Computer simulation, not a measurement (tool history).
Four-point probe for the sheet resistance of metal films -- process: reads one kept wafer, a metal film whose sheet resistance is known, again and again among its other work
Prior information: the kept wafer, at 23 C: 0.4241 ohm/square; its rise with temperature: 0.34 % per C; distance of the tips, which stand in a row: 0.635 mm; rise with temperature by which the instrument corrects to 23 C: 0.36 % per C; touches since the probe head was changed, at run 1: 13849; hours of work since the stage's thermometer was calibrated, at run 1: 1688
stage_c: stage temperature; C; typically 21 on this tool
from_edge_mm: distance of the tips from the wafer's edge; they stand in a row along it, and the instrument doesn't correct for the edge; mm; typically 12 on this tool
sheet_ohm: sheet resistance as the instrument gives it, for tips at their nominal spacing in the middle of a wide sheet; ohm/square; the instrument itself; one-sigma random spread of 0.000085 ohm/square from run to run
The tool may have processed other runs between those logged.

run   hour  stage_c  from_edge_mm  touches since the probe head was changed  hours of work since the stage's thermometer was calibrated  sheet_ohm
  1    0.0       21            12                                     13849                                                        1688   0.424934
  2   59.4       21            12                                     15760                                                        1725   0.424926
  3   89.8       21            12                                     16739                                                        1744   0.424699
  4  138.2       21            12                                     18300                                                        1775   0.424981
  5  184.7       21            12                                     19795                                                        1804   0.424985
  6  220.9       33             7                                     20961                                                        1827   0.425463
  7  274.3       32            47                                     22680                                                        1861   0.423711
  8  306.3       32            47                                     23711                                                        1881   0.423603
  9  334.7       21            24                                     24626                                                        1899   0.424425
 10  370.4       19             3                                     25777                                                        1921   0.434308

3 ways to go on from here, each from the tool as it stands after run 10. What would each give?
  A  404.0       27             5                                     26857                                                        1943          ?
  B  404.0       23             3                                     26857                                                        1943          ?
  C  404.0       31             5                                     26857                                                        1943          ?

run  sheet_ohm
  A   0.427553
  B   0.434123
  C   0.427335
Stripped of hidden state, with their random variation kept, the same runs would have yielded:
run  sheet_ohm
  A   0.427558
  B   0.434128
  C   0.427339
